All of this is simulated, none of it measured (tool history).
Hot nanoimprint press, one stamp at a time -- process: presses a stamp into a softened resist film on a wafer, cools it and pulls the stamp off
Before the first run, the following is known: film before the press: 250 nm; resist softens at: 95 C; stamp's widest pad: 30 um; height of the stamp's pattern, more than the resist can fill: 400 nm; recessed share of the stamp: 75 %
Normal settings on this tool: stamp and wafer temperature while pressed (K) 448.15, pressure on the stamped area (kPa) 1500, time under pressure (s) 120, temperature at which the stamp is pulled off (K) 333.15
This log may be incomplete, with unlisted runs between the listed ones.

run	hour	stamp and wafer temperature while pressed (K)	pressure on the stamped area (kPa)	time under pressure (s)	temperature at which the stamp is pulled off (K)	resist left under the stamp's widest pad (nm)	greatest force while the stamp is pulled off (N)
1	0	448.15	1500	120	333.15	106	170
2	22.3	448.15	1500	120	333.15	104.8	178
3	43	448.15	1500	120	333.15	105.8	176
4	69.1	448.15	1500	120	333.15	103.7	166
5	81.4	448.15	1500	120	333.15	103.2	177
# hour 86.5: plate thermocouple calibrated
6	106.1	448.15	1500	120	333.15	103.5	176
7	133.3	448.15	1500	120	333.15	103.3	179
# hour 149.5: plate thermocouple calibrated, once more
8	161.6	448.15	1500	120	331.15	106.5	187
9	177.8	448.15	1500	142	333.15	100.9	179
10	198.3	448.15	1500	142	333.15	100.1	174
11	219.9	448.15	1500	142	333.15	99.9	180

Estimate the outcome of run 12 from the log above:
12	248.6	448.15	1500	142	333.15	?	?

{"run 12": {"resist left under the stamp's widest pad (nm)": 100.6, "greatest force while the stamp is pulled off (N)": 187}}
With no hidden state in the tool, this same run would have given resist left under the stamp's widest pad (nm) 99.5, greatest force while the stamp is pulled off (N) 154.

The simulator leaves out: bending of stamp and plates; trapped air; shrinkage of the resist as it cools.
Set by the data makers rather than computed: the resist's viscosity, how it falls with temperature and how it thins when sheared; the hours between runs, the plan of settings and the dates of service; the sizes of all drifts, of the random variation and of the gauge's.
